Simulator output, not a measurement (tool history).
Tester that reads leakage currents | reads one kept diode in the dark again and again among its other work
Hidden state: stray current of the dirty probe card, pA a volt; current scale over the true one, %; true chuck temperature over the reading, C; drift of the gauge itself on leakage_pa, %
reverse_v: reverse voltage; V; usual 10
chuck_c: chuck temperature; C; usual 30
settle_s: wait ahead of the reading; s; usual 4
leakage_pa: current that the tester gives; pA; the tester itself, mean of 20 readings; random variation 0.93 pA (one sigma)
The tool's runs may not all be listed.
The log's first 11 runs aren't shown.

run,hour,reverse_v,chuck_c,settle_s,hours of work since the probe card was cleaned,hours of work since the tester was calibrated,hours of work since the chuck was calibrated,leakage_pa
12,1274.3,10,30,4,366,760,444,292.05
13,1355.7,10,30,7.09,427,821,505,290.04
14,1421,10,30,4,476,871,554,289.14
15,1552.3,2.6,30,4,575,969,653,145.79
16,1695,3,30,4,682,1077,760,154.9
17,1759.9,3,30,4,731,1125,809,154.41
18,1862.6,3,30,4,808,1203,886,152.66
19,1955.1,3,30,4,878,1272,956,151.67
20,2062.5,3.1,37,2.61,958,1353,1036,262.31
21,2146.9,2.1,45,1.43,1022,1416,1100,387.81
22,2227.4,2.1,45,1.43,1083,1477,1160,386.1
23,2341.9,2.1,45,5.73,1169,1563,1246,378.68
24,2409.5,2.1,45,5.73,1219,1614,1297,378.14
# hour 2446.8: chuck's temperature calibrated
25,2488.8,2.1,45,5.73,1277,1672,32,452.01
26,2590.3,1.6,26,5.73,1354,1748,108,92.35
27,2669.7,10,30,5.39,1413,1808,168,315.31
# hour 2697.1: probe card cleaned and baked
28,2803.7,14.6,30,2.56,80,1906,266,372.73
29,2926.1,14.6,30,2.56,172,1998,358,369.34
30,3047.4,14.6,30,2.56,263,2089,449,366.37
31,3186.8,7.8,23,1.05,368,2194,554,152.19

The next listed run, before its measurement:
32,3260.8,10,25,1.39,424,2250,610,?

leakage_pa: 199.78 pA
Without the tool's hidden state the same run would have given leakage_pa 208.87 pA.
